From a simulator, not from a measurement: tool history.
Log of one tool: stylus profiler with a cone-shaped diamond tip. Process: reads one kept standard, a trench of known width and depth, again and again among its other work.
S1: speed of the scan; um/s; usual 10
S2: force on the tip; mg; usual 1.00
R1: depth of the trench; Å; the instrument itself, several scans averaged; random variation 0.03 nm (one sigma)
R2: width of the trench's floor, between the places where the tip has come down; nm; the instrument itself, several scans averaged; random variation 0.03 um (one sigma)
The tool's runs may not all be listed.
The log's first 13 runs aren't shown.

-- hour=883.5 height scale calibrated on a step standard
run 14 hour=973.6 | S1=10 S2=0.63 | R1=2011.1 R2=27840
run 15 hour=1026.5 | S1=10 S2=0.63 | R1=2011.7 R2=27830
run 16 hour=1073.5 | S1=10 S2=0.80 | R1=2013.7 R2=27820
run 17 hour=1163.6 | S1=10 S2=0.80 | R1=2013.9 R2=27840
-- hour=1240.0 height scale calibrated on a step standard, once more
run 18 hour=1259.8 | S1=10 S2=0.80 | R1=2016.2 R2=27690
run 19 hour=1327.9 | S1=10 S2=0.80 | R1=2015.9 R2=27740
run 20 hour=1435.1 | S1=6 S2=0.73 | R1=2015.2 R2=27730
run 21 hour=1533.4 | S1=6 S2=2.94 | R1=2038.5 R2=27770
run 22 hour=1586.8 | S1=2 S2=1.06 | R1=2019.3 R2=27740
run 23 hour=1692.3 | S1=4 S2=0.63 | R1=2013.1 R2=27640
run 24 hour=1765.7 | S1=4 S2=0.63 | R1=2012.8 R2=27670
run 25 hour=1827.0 | S1=2 S2=0.63 | R1=2012.4 R2=27680
run 26 hour=1871.4 | S1=2 S2=0.63 | R1=2012.1 R2=27620
run 27 hour=1974.6 | S1=2 S2=0.63 | R1=2012.8 R2=27630
run 28 hour=2055.3 | S1=2 S2=0.63 | R1=2012.2 R2=27620
run 29 hour=2158.5 | S1=17 S2=0.44 | R1=2009.1 R2=27370
run 30 hour=2231.9 | S1=17 S2=0.44 | R1=2008.5 R2=27380
run 31 hour=2294.0 | S1=13 S2=0.53 | R1=2010.3 R2=27420
run 32 hour=2404.4 | S1=26 S2=1.00 | R1=2016.8 R2=27290
run 33 hour=2505.6 | S1=4 S2=1.00 | R1=2016.7 R2=27440
run 34 hour=2571.6 | S1=9 S2=0.72 | R1=2012.6 R2=27340
run 35 hour=2626.9 | S1=14 S2=0.40 | R1=2007.0 R2=27300
run 36 hour=2732.6 | S1=13 S2=1.66 | R1=2023.6 R2=27210
run 37 hour=2780.5 | S1=13 S2=1.66 | R1=2024.0 R2=27320

4 ways to go on from here, each from the tool as it stands after run 37. What would each give?
run A hour=2826.4 | S1=5 S2=0.51 | R1=? R2=?
run B hour=2826.4 | S1=29 S2=1.97 | R1=? R2=?
run C hour=2826.4 | S1=4 S2=0.67 | R1=? R2=?
run D hour=2826.4 | S1=3 S2=2.49 | R1=? R2=?

run=A R1=2009.0 R2=27310
run=B R1=2027.1 R2=27220
run=C R1=2012.0 R2=27350
run=D R1=2032.1 R2=27410
Without the tool's hidden state the same runs would have given:
run=A R1=2012.1 R2=28190
run=B R1=2030.3 R2=28100
run=C R1=2015.1 R2=28230
run=D R1=2035.3 R2=28290

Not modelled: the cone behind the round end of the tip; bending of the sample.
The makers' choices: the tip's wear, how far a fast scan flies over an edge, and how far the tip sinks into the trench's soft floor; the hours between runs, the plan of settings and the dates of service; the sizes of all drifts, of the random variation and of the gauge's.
